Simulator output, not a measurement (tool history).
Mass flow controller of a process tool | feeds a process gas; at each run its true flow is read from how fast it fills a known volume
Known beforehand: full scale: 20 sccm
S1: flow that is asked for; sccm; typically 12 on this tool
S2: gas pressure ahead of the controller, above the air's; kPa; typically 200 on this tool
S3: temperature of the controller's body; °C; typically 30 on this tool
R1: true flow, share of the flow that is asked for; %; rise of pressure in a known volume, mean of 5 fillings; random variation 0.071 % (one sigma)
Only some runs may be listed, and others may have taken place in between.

| run | hour | S1 | S2 | S3 | R1 |
|---|---|---|---|---|---|
| 1 | 0 | 12 | 200 | 30 | 99.52 |
| 2 | 428.5 | 12 | 200 | 30 | 99.71 |
| 3 | 632.6 | 12 | 200 | 30 | 99.66 |
| 4 | 828 | 12 | 200 | 30 | 99.51 |
| 5 | 1204.9 | 12 | 200 | 36 | 99.96 |
| 6 | 1535.2 | 12 | 200 | 36 | 99.96 |
| 7 | 1812.8 | 12 | 200 | 21 | 99.15 |
| 8 | 2050.4 | 12 | 200 | 30 | 99.5 |
| 9 | 2445.3 | 12 | 200 | 30 | 99.55 |
| 10 | 2853.5 | 12 | 200 | 30 | 99.53 |
| 11 | 3151.1 | 12 | 200 | 30 | 99.71 |
| 12 | 3567.7 | 12 | 200 | 28 | 99.54 |
| 13 | 3970 | 12 | 200 | 28 | 99.43 |
| 14 | 4292 | 12 | 200 | 28 | 99.5 |
| 15 | 4635.5 | 12 | 200 | 38 | 100.03 |
| 16 | 5011.2 | 12 | 200 | 38 | 100.02 |
| 17 | 5356.8 | 12 | 200 | 38 | 100.03 |
| 18 | 5667.2 | 12 | 234 | 30 | 99.28 |
| 19 | 6068.5 | 12 | 200 | 30 | 99.56 |
| 20 | 6476.2 | 12 | 200 | 30 | 99.57 |
| 21 | 6696.6 | 12 | 200 | 30 | 99.52 |
| 22 | 7089.3 | 12 | 200 | 30 | 99.63 |
| 23 | 7436.6 | 12 | 200 | 30 | 99.52 |
| 24 | 7712.9 | 12 | 200 | 30 | 99.57 |
| 25 | 8094 | 10 | 168 | 20 | 99.15 |
| 26 | 8418.5 | 10 | 168 | 20 | 99.24 |
| 27 | 8622.2 | 11 | 141 | 20 | 99.44 |
| 28 | 8908.2 | 11 | 141 | 20 | 99.5 |
| 29 | 9183.3 | 11 | 141 | 21 | 99.42 |
| 30 | 9524.8 | 3 | 200 | 30 | 98.86 |
| 31 | 9755.7 | 12 | 165 | 39 | 100.32 |
| 32 | 10098.3 | 6 | 205 | 28 | 98.93 |
| 33 | 10447.9 | 5 | 200 | 29 | 98.92 |
| 34 | 10692.2 | 10 | 175 | 36 | 99.74 |
| 35 | 10992.4 | 16 | 175 | 36 | 100.29 |
| 36 | 11279.4 | 16 | 228 | 38 | 100.17 |
| 37 | 11567.8 | 12 | 233 | 26 | 99.15 |
| 38 | 11904.3 | 12 | 274 | 30 | 99.02 |
| 39 | 12213.8 | 12 | 274 | 30 | 99.19 |
| 40 | 12529.5 | 12 | 195 | 40 | 100 |
| 41 | 12827.8 | 7 | 176 | 34 | 99.58 |
| 42 | 13036.9 | 7 | 176 | 34 | 99.52 |
| 43 | 13246.8 | 15 | 200 | 36 | 100.17 |
| 44 | 13658.4 | 12 | 200 | 31 | 99.58 |
| 45 | 14021 | 12 | 200 | 31 | 99.62 |
| 46 | 14278.5 | 8 | 263 | 27 | 98.6 |
| 47 | 14519.6 | 3 | 278 | 27 | 98.06 |
| 48 | 14814.9 | 7 | 278 | 27 | 98.46 |

Each row is a separate what-if for the run after 48, all from the same tool condition, not one after another. Results?
| A | 15122.1 | 4 | 200 | 29 | ? |
| B | 15122.1 | 7 | 258 | 27 | ? |
| C | 15122.1 | 7 | 203 | 21 | ? |
| D | 15122.1 | 7 | 278 | 20 | ? |

| run | R1 |
|---|---|
| A | 98.85 |
| B | 98.54 |
| C | 98.8 |
| D | 97.92 |
With the hidden condition removed and each run's random variation left untouched, the same runs would have given:
| run | R1 |
|---|---|
| A | 98.88 |
| B | 98.56 |
| C | 98.82 |
| D | 97.94 |
